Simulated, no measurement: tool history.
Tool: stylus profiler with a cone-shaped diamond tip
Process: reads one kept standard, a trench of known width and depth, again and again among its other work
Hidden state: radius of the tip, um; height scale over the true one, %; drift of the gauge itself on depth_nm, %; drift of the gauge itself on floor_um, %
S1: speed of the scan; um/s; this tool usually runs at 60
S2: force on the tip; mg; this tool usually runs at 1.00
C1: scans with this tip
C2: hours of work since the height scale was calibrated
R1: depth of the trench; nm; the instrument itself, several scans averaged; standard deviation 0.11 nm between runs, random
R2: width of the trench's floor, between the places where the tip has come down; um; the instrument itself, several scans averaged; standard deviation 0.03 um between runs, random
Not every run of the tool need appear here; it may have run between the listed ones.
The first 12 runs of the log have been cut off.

Run 13, hour 779.6: usual settings but S1 55 um/s; C1 5143; C2 366. Result: R1 501.69 nm, R2 26.18 um.
Run 14, hour 828.7: usual settings but S1 55 um/s, S2 2.07 mg; C1 5512; C2 392. Result: R1 503.19 nm, R2 26.19 um.
Run 15, hour 880.1: usual settings; C1 5899; C2 420. Result: R1 501.88 nm, R2 26.08 um.
Run 16, hour 924.9: usual settings; C1 6236; C2 444. Result: R1 501.79 nm, R2 25.96 um.
Run 17, hour 994.5: usual settings; C1 6759; C2 481. Result: R1 501.76 nm, R2 25.89 um.
Run 18, hour 1078.3: usual settings; C1 7391; C2 526. Result: R1 501.61 nm, R2 25.81 um.
Run 19, hour 1116.6: usual settings; C1 7679; C2 547. Result: R1 501.61 nm, R2 25.78 um.
Run 20, hour 1171.5: usual settings; C1 8092; C2 576. Result: R1 501.49 nm, R2 25.71 um.
Run 21, hour 1261.6: usual settings; C1 8769; C2 624. Result: R1 501.52 nm, R2 25.60 um.
Run 22, hour 1311.4: usual settings; C1 9144; C2 651. Result: R1 501.63 nm, R2 25.60 um.
Run 23, hour 1360.3: usual settings but S1 66 um/s; C1 9512; C2 677. Result: R1 501.42 nm, R2 25.57 um.
Run 24, hour 1433.5: usual settings but S1 66 um/s; C1 10062; C2 716. Result: R1 501.35 nm, R2 25.45 um.
Run 25, hour 1519.2: usual settings but S1 129 um/s, S2 0.83 mg; C1 10707; C2 762. Result: R1 501.24 nm, R2 25.12 um.
Run 26, hour 1606.7: usual settings but S1 55 um/s, S2 0.55 mg; C1 11365; C2 809. Result: R1 500.56 nm, R2 25.24 um.
Run 27, hour 1657.6: usual settings but S1 48 um/s, S2 0.55 mg; C1 11748; C2 836. Result: R1 500.77 nm, R2 25.17 um.
Run 28, hour 1726.3: usual settings but S1 94 um/s, S2 0.59 mg; C1 12265; C2 873. Result: R1 500.66 nm, R2 24.98 um.
Run 29, hour 1772.3: usual settings but S1 29 um/s; C1 12612; C2 898. Result: R1 501.18 nm, R2 25.22 um.
At hour 1820.4: new tip fitted, height scale calibrated.
Run 30, hour 1820.4: usual settings but S1 29 um/s; C1 0; C2 0. Result: R1 502.14 nm, R2 27.28 um.
Run 31, hour 1914.2: usual settings but S1 29 um/s; C1 706; C2 50. Result: R1 502.06 nm, R2 27.14 um.
Run 32, hour 1989.3: usual settings but S1 16 um/s, S2 2.48 mg; C1 1271; C2 90. Result: R1 503.73 nm, R2 27.04 um.

Run 33 has not been measured yet. What should we expect?
Run 33, hour 2050.1: usual settings but S1 16 um/s, S2 2.03 mg; C1 1728; C2 123. Result: R1 ?, R2 ?.

R1: 503.10 nm
R2: 27.00 um
Were there no unlogged condition in the tool, this run, its random variation unchanged, would have produced R1 503.19 nm, R2 27.32 um.

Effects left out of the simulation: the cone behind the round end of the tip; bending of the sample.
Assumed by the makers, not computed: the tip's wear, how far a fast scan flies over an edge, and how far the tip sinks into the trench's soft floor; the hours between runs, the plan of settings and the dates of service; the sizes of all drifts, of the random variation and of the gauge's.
